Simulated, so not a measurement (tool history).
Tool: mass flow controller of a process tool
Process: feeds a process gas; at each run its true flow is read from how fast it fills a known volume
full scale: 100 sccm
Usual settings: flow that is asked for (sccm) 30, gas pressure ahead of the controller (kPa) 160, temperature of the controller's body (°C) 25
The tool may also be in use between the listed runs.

run      day  flow that is asked for (sccm)  gas pressure ahead of the controller (kPa)  temperature of the controller's body (°C)  true flow (%)
  1        0                             30                                         160                                         25          98.81
  2    4.762                             30                                         160                                         25          98.86
  3   10.575                             30                                         160                                         25          98.74
  4   14.717                             30                                         160                                         31          98.12
  5   19.396                             30                                         160                                         25          98.76
  6     23.9                             30                                         160                                         25          98.69
  7   28.292                             30                                         160                                         25          98.52
  8   31.446                             13                                         160                                         25          98.28
  9   35.133                             13                                         160                                         25          98.32
 10   39.854                             30                                         160                                         25          98.57
 11   43.317                             30                                         160                                         25           98.6
 12   48.525                             30                                         160                                         31          97.77
 13   52.829                             30                                         160                                         25           98.3
 14   56.838                             30                                         160                                         25          98.28
 15   60.842                             30                                         160                                         25          98.29
 16     64.7                             30                                         160                                         25          98.08
 17   69.862                             30                                         160                                         25          98.25
 18   73.996                             70                                         160                                         25           98.8
 19    79.25                             70                                         160                                         38          97.43
 20   84.967                             70                                         160                                         38          97.35
 21   90.892                             70                                         160                                         38          97.28
 22   95.308                             30                                         163                                         25          97.99
 23   99.833                             30                                         160                                         25          97.95
 24  105.188                             30                                         160                                         28          97.46
 25  110.771                             30                                         160                                         28          97.37
 26  114.738                             59                                         160                                         25          98.33
 27  120.846                             10                                         160                                         29          96.87
 28  126.267                             24                                         160                                         28          97.14
 29  130.192                             10                                         189                                         27          96.91
 30  133.671                             25                                         237                                         33          96.19
 31  137.646                             69                                         168                                         21          98.62
 32   143.45                             30                                         160                                         28          97.27
 33  147.517                             30                                         160                                         28          96.99
 34  153.612                             30                                         251                                         36          95.74
 35  156.625                             30                                         251                                         36          95.66
 36  160.271                             30                                         251                                         36          95.71
 37  165.671                             30                                         251                                         36          95.69
 38  171.717                             30                                         251                                         36          95.67
 39  178.183                             30                                         251                                         34          95.84
 40  184.242                             59                                         195                                         25          97.41
     187.238  -- gauge calibrated
 41  188.729                             19                                         160                                         25          98.69
 42  192.425                             19                                         160                                         25          98.58
 43  198.983                             19                                         160                                         25          98.55
 44  202.254                             12                                         182                                         25          98.27
 45   207.65                             60                                         162                                         38          97.77
 46  213.225                             52                                         263                                         30          98.17
 47    218.6                             52                                         263                                         30           97.9
 48  223.267                             22                                         229                                         26          97.99
 49  226.696                             72                                         156                                         28          98.92

The same runs without the tool's hidden state, with the same run-to-run variation:
The hidden state here: flow at rest that the sensor doesn't see, % of full scale; true flow over the shown one, %; drift of the gauge itself on true_pct, %.
run  true flow (%)
  1          98.82
  2          98.91
  3          98.85
  4          98.27
  5          98.95
  6          98.93
  7           98.8
  8          98.61
  9          98.68
 10          98.98
 11          99.04
 12          98.26
 13          98.83
 14          98.86
 15          98.91
 16          98.73
 17          98.97
 18          99.55
 19          98.22
 20           98.2
 21          98.19
 22          98.96
 23          98.96
 24          98.53
 25           98.5
 26          99.49
 27           98.1
 28          98.42
 29          98.23
 30          97.53
 31         100.03
 32          98.72
 33          98.48
 34          97.27
 35          97.23
 36          97.31
 37          97.34
 38          97.38
 39          97.62
 40          99.28
 41          98.71
 42          98.65
 43          98.68
 44          98.44
 45          97.97
 46          98.43
 47          98.22
 48          98.36
 49          99.32
